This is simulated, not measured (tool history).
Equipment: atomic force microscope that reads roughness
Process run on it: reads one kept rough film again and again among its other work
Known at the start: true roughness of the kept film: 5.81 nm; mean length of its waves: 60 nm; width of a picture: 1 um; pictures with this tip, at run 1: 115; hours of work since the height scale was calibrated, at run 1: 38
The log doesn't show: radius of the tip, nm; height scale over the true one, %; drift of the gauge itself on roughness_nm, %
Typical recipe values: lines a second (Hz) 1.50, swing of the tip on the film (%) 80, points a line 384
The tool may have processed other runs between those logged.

run    hour  lines a second (Hz)  swing of the tip on the film (%)  points a line  pictures with this tip  hours of work since the height scale was calibrated  roughness of the kept film (nm (root mean square))
  1     0.0                 1.50                                80            384                     115                                                   38                                               4.600
  2    14.1                 1.50                                80            384                     128                                                   44                                               4.551
       17.1  -- new tip fitted
  3    34.2                 1.50                                80            275                      16                                                   54                                               4.963
  4    56.7                 1.50                                64            384                      36                                                   64                                               5.211
  5    75.5                 1.50                                64            384                      54                                                   73                                               5.188
  6   102.1                 1.50                                64            384                      78                                                   86                                               5.053
  7   131.9                 1.50                                64            384                     106                                                  100                                               4.958
  8   148.1                 1.50                                80            384                     121                                                  108                                               4.554
      158.8  -- new tip fitted
  9   180.7                 1.50                                80            301                      20                                                  123                                               4.931
 10   194.6                 1.50                                80            301                      33                                                  130                                               4.850
 11   216.3                 1.50                                80            301                      53                                                  140                                               4.782
 12   249.1                 1.50                                80            301                      83                                                  155                                               4.682
 13   277.1                 1.50                                80            384                     109                                                  169                                               4.592
      300.2  -- new tip fitted
 14   302.6                 1.50                                80            384                       2                                                  180                                               4.990
 15   334.9                 1.50                                80            384                      32                                                  196                                               4.846
 16   361.6                 1.50                                80            384                      57                                                  209                                               4.767
 17   389.7                 1.50                                62            384                      83                                                  222                                               5.044
 18   408.6                 1.50                                85            384                     100                                                  231                                               4.503
 19   430.2                 1.50                                85            384                     120                                                  241                                               4.408
      442.0  -- new tip fitted
 20   446.2                 1.50                                85            384                       4                                                  248                                               4.806
 21   466.2                 1.50                                85            616                      23                                                  258                                               4.797
 22   499.5                 1.50                                85            616                      53                                                  274                                               4.705
 23   527.0                 1.50                                85            308                      79                                                  287                                               4.557
 24   550.0                 1.50                                57            384                     100                                                  298                                               5.032
 25   565.6                 1.50                                57            384                     115                                                  305                                               5.045
      583.4  -- new tip fitted
 26   588.2                 1.50                                57            384                       5                                                  316                                               5.457
 27   607.7                 1.50                                57            384                      23                                                  325                                               5.367
 28   631.6                 1.50                                57            384                      45                                                  336                                               5.269
 29   655.2                 3.67                                80            384                      67                                                  347                                               4.063
 30   669.5                 1.50                                60            384                      80                                                  354                                               5.113
 31   696.7                 1.58                                56            857                     105                                                  367                                               5.042
 32   720.6                 3.18                                57            384                     127                                                  378                                               4.786
      724.2  -- new tip fitted
 33   745.7                 1.50                                90           1005                      20                                                  390                                               4.611
 34   771.2                 1.50                                90           1005                      43                                                  402                                               4.552
 35   805.2                 1.45                                56            267                      75                                                  418                                               5.215
 36   820.2                 2.20                                56            751                      88                                                  425                                               5.041
 37   839.1                 2.20                                56            751                     106                                                  434                                               5.023
 38   860.6                 2.20                                56            751                     126                                                  445                                               4.954
      865.5  -- new tip fitted
 39   887.7                 0.64                                86            384                      20                                                  457                                               5.176
 40   913.3                 1.86                                86           1011                      44                                                  469                                               4.517
 41   943.4                 1.50                                72            384                      72                                                  484                                               4.913
 42   972.3                 1.50                                78            384                      98                                                  497                                               4.706
 43   989.0                 1.50                                86            384                     114                                                  505                                               4.387
     1008.8  -- new tip fitted
 44  1009.2                 1.50                                86            384                       0                                                  515                                               4.791
 45  1031.1                 1.50                                86            384                      20                                                  525                                               4.761
 46  1045.7                 2.98                                59            303                      34                                                  532                                               5.107
 47  1070.0                 2.39                                81            548                      56                                                  543                                               4.465
 48  1094.5                 0.71                                68            563                      79                                                  555                                               5.153
 49  1127.0                 0.71                                68            563                     109                                                  570                                               5.089
 50  1141.2                 0.71                                68            563                     122                                                  577                                               5.044

For some of the steps in roughness of the kept film (nm (root mean square)) from one run to the next: how much would appear even if the tool had no hidden state, given the settings, what came in and random variation, and how much remains for the hidden state plus any gauge scatter that the measured result and the result without hidden state don't share?
Run 25 -> 26: new tip fitted. roughness of the kept film (nm (root mean square)) +0.412: hidden state +0.401, all else +0.011.
Run 28 -> 29: lines a second (Hz) 1.50 -> 3.67, swing of the tip on the film (%) 57 -> 80. roughness of the kept film (nm (root mean square)) -1.206: hidden state -0.030, all else -1.176.
Run 29 -> 30: lines a second (Hz) 3.67 -> 1.50, swing of the tip on the film (%) 80 -> 60. roughness of the kept film (nm (root mean square)) +1.050: hidden state -0.097, all else +1.147.
Run 32 -> 33: lines a second (Hz) 3.18 -> 1.50, swing of the tip on the film (%) 57 -> 90, points a line 384 -> 1005, new tip fitted. roughness of the kept film (nm (root mean square)) -0.175: hidden state +0.394, all else -0.569.
Run 43 -> 44: new tip fitted. roughness of the kept film (nm (root mean square)) +0.404: hidden state +0.388, all else +0.016.
Run 47 -> 48: lines a second (Hz) 2.39 -> 0.71, swing of the tip on the film (%) 81 -> 68, points a line 548 -> 563. roughness of the kept film (nm (root mean square)) +0.688: hidden state -0.104, all else +0.792.
